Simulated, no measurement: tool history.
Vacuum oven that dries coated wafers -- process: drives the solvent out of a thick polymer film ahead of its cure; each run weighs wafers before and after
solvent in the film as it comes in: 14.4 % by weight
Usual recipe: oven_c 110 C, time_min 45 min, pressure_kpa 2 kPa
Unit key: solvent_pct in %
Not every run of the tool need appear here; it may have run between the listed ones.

Run 1, hour 0: usual settings. Result: solvent_pct 2.57 %.
Run 2, hour 61.8: usual settings. Result: solvent_pct 2.57 %.
Run 3, hour 162.3: usual settings but oven_c 119 C. Result: solvent_pct 1.42 %.
Run 4, hour 254.2: usual settings. Result: solvent_pct 2.49 %.
Run 5, hour 348.9: usual settings. Result: solvent_pct 2.5 %.
Run 6, hour 427.7: usual settings but time_min 31 min. Result: solvent_pct 3.85 %.
Run 7, hour 492.2: usual settings but time_min 31 min. Result: solvent_pct 3.97 %.
Run 8, hour 586.7: usual settings but time_min 31 min. Result: solvent_pct 4.01 %.
Run 9, hour 673.6: usual settings but oven_c 114 C. Result: solvent_pct 2.03 %.
Run 10, hour 723.9: usual settings but oven_c 124 C. Result: solvent_pct 1.04 %.
Run 11, hour 787.4: usual settings but oven_c 124 C. Result: solvent_pct 1.05 %.
Run 12, hour 842.5: usual settings but oven_c 124 C. Result: solvent_pct 1.04 %.
Run 13, hour 900: usual settings. Result: solvent_pct 2.61 %.
Run 14, hour 996.7: usual settings. Result: solvent_pct 2.64 %.
Run 15, hour 1063.6: usual settings. Result: solvent_pct 2.56 %.
Run 16, hour 1152.3: usual settings. Result: solvent_pct 2.57 %.
Run 17, hour 1242.7: usual settings. Result: solvent_pct 2.6 %.
Run 18, hour 1291.1: usual settings but pressure_kpa 7.67 kPa. Result: solvent_pct 4.74 %.
Run 19, hour 1352.7: usual settings but pressure_kpa 7.67 kPa. Result: solvent_pct 4.6 %.
Run 20, hour 1414.3: usual settings but pressure_kpa 7.67 kPa. Result: solvent_pct 4.74 %.
Run 21, hour 1472.3: usual settings but pressure_kpa 7.67 kPa. Result: solvent_pct 4.82 %.
Run 22, hour 1516.9: usual settings but oven_c 99 C, time_min 72 min, pressure_kpa 3.31 kPa. Result: solvent_pct 3.72 %.
Run 23, hour 1578.9: usual settings but oven_c 99 C, time_min 72 min, pressure_kpa 3.31 kPa. Result: solvent_pct 3.69 %.
Run 24, hour 1661.8: usual settings but oven_c 99 C, time_min 72 min, pressure_kpa 3.31 kPa. Result: solvent_pct 3.74 %.
Run 25, hour 1755.5: usual settings but oven_c 123 C, time_min 25 min, pressure_kpa 7.07 kPa. Result: solvent_pct 3.7 %.
Run 26, hour 1837.2: usual settings but time_min 57 min. Result: solvent_pct 1.84 %.
Run 27, hour 1913.1: usual settings but time_min 57 min. Result: solvent_pct 1.92 %.
Run 28, hour 1999.4: usual settings but oven_c 122 C, time_min 72 min. Result: solvent_pct 0.61 %.
Run 29, hour 2098.8: usual settings but oven_c 122 C, time_min 34 min. Result: solvent_pct 1.81 %.
Run 30, hour 2175.1: usual settings but oven_c 122 C, time_min 34 min. Result: solvent_pct 1.76 %.
Run 31, hour 2237: usual settings but oven_c 122 C, time_min 34 min. Result: solvent_pct 1.79 %.
Run 32, hour 2313.9: usual settings but oven_c 122 C, time_min 34 min. Result: solvent_pct 1.77 %.
Run 33, hour 2407.4: usual settings but oven_c 122 C, time_min 34 min. Result: solvent_pct 1.8 %.
Run 34, hour 2469.2: usual settings but oven_c 119 C, time_min 37 min, pressure_kpa 6.94 kPa. Result: solvent_pct 3.28 %.
Run 35, hour 2558.2: usual settings but oven_c 122 C, time_min 37 min, pressure_kpa 6.94 kPa. Result: solvent_pct 2.89 %.
Run 36, hour 2640.7: usual settings but oven_c 122 C, time_min 37 min, pressure_kpa 6.94 kPa. Result: solvent_pct 2.83 %.
Run 37, hour 2724.3: usual settings but oven_c 106 C, time_min 29 min, pressure_kpa 6.94 kPa. Result: solvent_pct 6.77 %.
Run 38, hour 2765: usual settings but oven_c 106 C, time_min 29 min, pressure_kpa 6.94 kPa. Result: solvent_pct 6.56 %.
Run 39, hour 2806.5: usual settings but oven_c 106 C, time_min 29 min, pressure_kpa 6.94 kPa. Result: solvent_pct 6.61 %.
Run 40, hour 2880: usual settings but oven_c 106 C, time_min 29 min, pressure_kpa 6.94 kPa. Result: solvent_pct 6.64 %.
Run 41, hour 2959.2: usual settings but oven_c 120 C, time_min 29 min, pressure_kpa 1.48 kPa. Result: solvent_pct 2.4 %.

The log once held 2 entries between its listed runs, left out of this copy. Where does each go, and what is different about the tool's unlogged condition between the listed run before it and the listed run after it?
Run 2 -> run 3: oven's thermocouples calibrated (hour 89.3)
  true wafer temperature over the reading, C: -0.05 -> 0.05; true pressure over the reading, kPa: 0.022 -> 0.023
Run 28 -> run 29: oven's thermocouples calibrated (hour 2050.1)
  true wafer temperature over the reading, C: 0 -> 0.01; true pressure over the reading, kPa: 0.042 -> 0.044
